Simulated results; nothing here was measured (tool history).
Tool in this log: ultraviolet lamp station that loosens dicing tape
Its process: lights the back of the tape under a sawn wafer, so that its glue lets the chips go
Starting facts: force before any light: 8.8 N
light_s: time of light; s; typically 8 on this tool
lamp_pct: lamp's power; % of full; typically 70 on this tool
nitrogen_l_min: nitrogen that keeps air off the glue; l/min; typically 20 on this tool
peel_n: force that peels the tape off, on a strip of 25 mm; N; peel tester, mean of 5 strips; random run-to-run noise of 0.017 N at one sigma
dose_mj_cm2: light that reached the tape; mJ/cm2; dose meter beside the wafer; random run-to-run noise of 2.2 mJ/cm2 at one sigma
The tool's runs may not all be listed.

run	day	light_s	lamp_pct	nitrogen_l_min	peel_n	dose_mj_cm2
1	0	8	70	20	1.168	155
2	1.212	8	76	20	0.992	162
3	1.996	8	76	20	0.984	158
4	2.929	8	76	20	1.006	161
5	3.858	8	76	8	1.892	158
6	4.646	8	70	20	1.253	148
7	5.762	13	70	8	0.945	238
8	7.075	13	70	8	1.017	234
9	8	13	70	8	1.011	231
10	9.062	13	70	8	1.03	232
11	9.854	4	96	34	1.857	102

Predict each of these 3 candidate next runs independently; none follows another, all start after run 11:
A	11.229	8	68	25	?	?
B	11.229	5	89	8	?	?
C	11.229	8	70	24	?	?

run	peel_n	dose_mj_cm2
A	1.271	135
B	3.052	104
C	1.184	140
What these runs would have given with no unlogged condition in the tool:
run	peel_n	dose_mj_cm2
A	0.725	176
B	2.219	138
C	0.67	182

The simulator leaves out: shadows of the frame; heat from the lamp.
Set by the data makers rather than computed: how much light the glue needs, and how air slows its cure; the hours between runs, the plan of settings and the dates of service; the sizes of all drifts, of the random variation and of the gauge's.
